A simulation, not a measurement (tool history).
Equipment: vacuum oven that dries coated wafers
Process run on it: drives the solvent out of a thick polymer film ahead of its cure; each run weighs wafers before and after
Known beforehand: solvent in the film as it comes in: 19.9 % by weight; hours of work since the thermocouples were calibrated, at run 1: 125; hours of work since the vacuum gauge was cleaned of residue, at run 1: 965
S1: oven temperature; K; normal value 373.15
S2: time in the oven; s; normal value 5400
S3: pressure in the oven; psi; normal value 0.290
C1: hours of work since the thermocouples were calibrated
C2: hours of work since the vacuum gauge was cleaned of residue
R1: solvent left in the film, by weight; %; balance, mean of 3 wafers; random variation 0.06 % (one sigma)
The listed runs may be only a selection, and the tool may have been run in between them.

| run | hour | S1 | S2 | S3 | C1 | C2 | R1 |
|---|---|---|---|---|---|---|---|
| 1 | 0.0 | 373.15 | 5400 | 0.290 | 125 | 965 | 3.51 |
| 2 | 66.5 | 373.15 | 5400 | 0.290 | 169 | 1009 | 3.60 |
| 3 | 131.3 | 364.15 | 5400 | 0.290 | 212 | 1052 | 6.55 |
| 4 | 167.1 | 364.15 | 3600 | 0.290 | 236 | 1076 | 8.61 |
| 5 | 254.0 | 364.15 | 3600 | 1.021 | 293 | 1133 | 11.13 |
| 6 | 335.4 | 373.15 | 5400 | 0.290 | 347 | 1187 | 3.76 |
| 7 | 394.8 | 373.15 | 3900 | 0.290 | 387 | 1226 | 5.42 |
| 8 | 433.8 | 373.15 | 5400 | 0.290 | 412 | 1252 | 3.74 |
|  | 443.6 | oven's thermocouples calibrated |
| 9 | 472.8 | 373.15 | 5400 | 0.290 | 19 | 1277 | 3.83 |
| 10 | 558.9 | 373.15 | 5400 | 0.290 | 76 | 1334 | 4.09 |
| 11 | 637.8 | 373.15 | 5400 | 0.612 | 129 | 1386 | 4.96 |
| 12 | 700.9 | 373.15 | 5400 | 0.612 | 170 | 1428 | 5.03 |
| 13 | 771.8 | 373.15 | 5400 | 0.612 | 217 | 1474 | 4.99 |
|  | 781.1 | oven's thermocouples calibrated, once more |
| 14 | 860.7 | 373.15 | 5400 | 0.612 | 53 | 1532 | 4.45 |
| 15 | 931.3 | 373.15 | 3360 | 0.358 | 99 | 1579 | 6.03 |
| 16 | 1012.2 | 386.15 | 3960 | 0.782 | 153 | 1632 | 2.82 |
| 17 | 1085.6 | 383.15 | 7620 | 0.268 | 202 | 1681 | 1.01 |
| 18 | 1140.0 | 383.15 | 7620 | 0.268 | 238 | 1717 | 1.06 |

Alternative continuations, all from the tool just after run 18; predict every row:
| A | 1193.0 | 370.15 | 5400 | 0.365 | 273 | 1752 | ? |
| B | 1193.0 | 381.15 | 3660 | 0.268 | 273 | 1752 | ? |
| C | 1193.0 | 370.15 | 8040 | 0.970 | 273 | 1752 | ? |

| run | R1 |
|---|---|
| A | 4.76 |
| B | 3.12 |
| C | 5.13 |
With no hidden state in the tool, these same runs would have given:
| run | R1 |
|---|---|
| A | 4.32 |
| B | 2.80 |
| C | 4.67 |
